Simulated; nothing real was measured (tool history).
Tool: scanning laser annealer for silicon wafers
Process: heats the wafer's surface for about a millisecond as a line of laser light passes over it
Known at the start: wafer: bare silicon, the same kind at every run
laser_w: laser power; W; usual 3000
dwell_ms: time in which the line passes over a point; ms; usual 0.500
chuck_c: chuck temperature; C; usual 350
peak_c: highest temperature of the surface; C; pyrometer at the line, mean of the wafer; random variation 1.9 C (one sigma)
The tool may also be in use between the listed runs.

run	hour	laser_w	dwell_ms	chuck_c	peak_c
1	0.0	3000	0.500	350	1110
2	82.8	3000	0.500	379	1133
3	137.1	3000	0.500	379	1133
4	221.5	3000	0.500	379	1127
5	268.1	3000	0.500	379	1127
# hour 309.4: optics aligned, line set to its width
6	341.0	3000	0.500	350	1101
7	386.6	2672	0.401	354	946
8	467.5	3000	0.597	355	1176
9	551.5	3000	0.386	324	961
10	590.3	3000	0.386	324	961
11	634.6	3194	0.499	354	1132

5 ways to go on from here, each from the tool as it stands after run 11. What would each give?
# hour 674.1: window over the wafer cleaned
A	693.3	2590	0.407	354	?
# hour 674.1: window over the wafer cleaned
B	693.3	3119	0.499	320	?
# hour 674.1: window over the wafer cleaned
C	693.3	3014	0.465	349	?
# hour 674.1: window over the wafer cleaned
D	693.3	2886	0.441	318	?
# hour 674.1: window over the wafer cleaned
E	693.3	3139	0.513	369	?

run	peak_c
A	951
B	1115
C	1082
D	1006
E	1179
Without the tool's hidden state the same runs would have given:
run	peak_c
A	957
B	1123
C	1089
D	1012
E	1186
